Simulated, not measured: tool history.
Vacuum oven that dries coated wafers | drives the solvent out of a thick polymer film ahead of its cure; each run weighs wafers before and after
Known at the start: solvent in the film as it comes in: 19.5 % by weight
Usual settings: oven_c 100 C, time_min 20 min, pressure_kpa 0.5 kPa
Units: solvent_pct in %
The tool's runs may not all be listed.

run,hour,oven_c,time_min,pressure_kpa,solvent_pct
1,0,100,20,0.5,1.35
2,69.9,100,20,0.5,1.28
3,152.8,100,20,0.5,1.32
4,227.2,100,20,0.5,1.37
5,283.1,100,20,0.5,1.31
6,345.9,100,20,0.5,1.37
7,417.3,100,20,0.5,1.36
8,474.6,100,20,0.974,1.76
9,549.3,100,20,0.974,1.75
10,617.1,100,20,0.5,1.42
11,680.1,100,20,0.5,1.45
# hour 686.4: vacuum gauge cleaned of residue and calibrated
12,726.1,100,20,0.5,1.51
13,788.9,100,28,0.5,1.06
# hour 857.8: oven's thermocouples calibrated
14,866.4,100,20,0.5,1.38
15,941.6,100,20,1.085,1.8
16,985.9,100,20,0.5,1.42
17,1037.4,100,20,0.5,1.36
18,1080.1,100,20,0.5,1.38
19,1143.8,100,20,0.5,1.42
20,1182.3,100,21,0.398,1.25
21,1229.6,100,21,0.398,1.34
# hour 1249.3: vacuum gauge cleaned of residue and calibrated, once more
22,1273,99,13,0.774,2.45
23,1321.9,95,32,0.774,0.84
24,1373.6,100,34,0.517,0.46
25,1429.8,100,34,0.517,0.47
26,1477.2,100,27,0.398,0.5
27,1557.4,100,27,0.398,0.48
28,1602.9,100,27,0.398,0.53
29,1643.3,100,20,0.5,1.01
30,1681.6,100,20,0.5,0.99
31,1773.2,100,19,1.119,1.55
32,1813.6,100,19,1.119,1.56
33,1869.7,104,20,0.5,0.73
34,1946.2,104,11,0.5,2.31
35,2003,104,17,1.879,1.9
36,2041.6,115,11,0.612,1.05
37,2104.5,115,11,0.612,1.03
38,2155.2,115,11,0.612,0.99

5 ways to go on from here, each from the tool as it stands after run 38. What would each give?
A,2201.8,102,12,1.971,?
B,2201.8,93,27,0.298,?
C,2201.8,111,11,0.927,?
D,2201.8,96,11,0.612,?
E,2201.8,94,28,0.318,?

run,solvent_pct
A,3.25
B,1.01
C,1.59
D,3.87
E,0.91
Without the tool's hidden state the same runs would have given:
run,solvent_pct
A,3.03
B,0.8
C,1.44
D,3.62
E,0.7
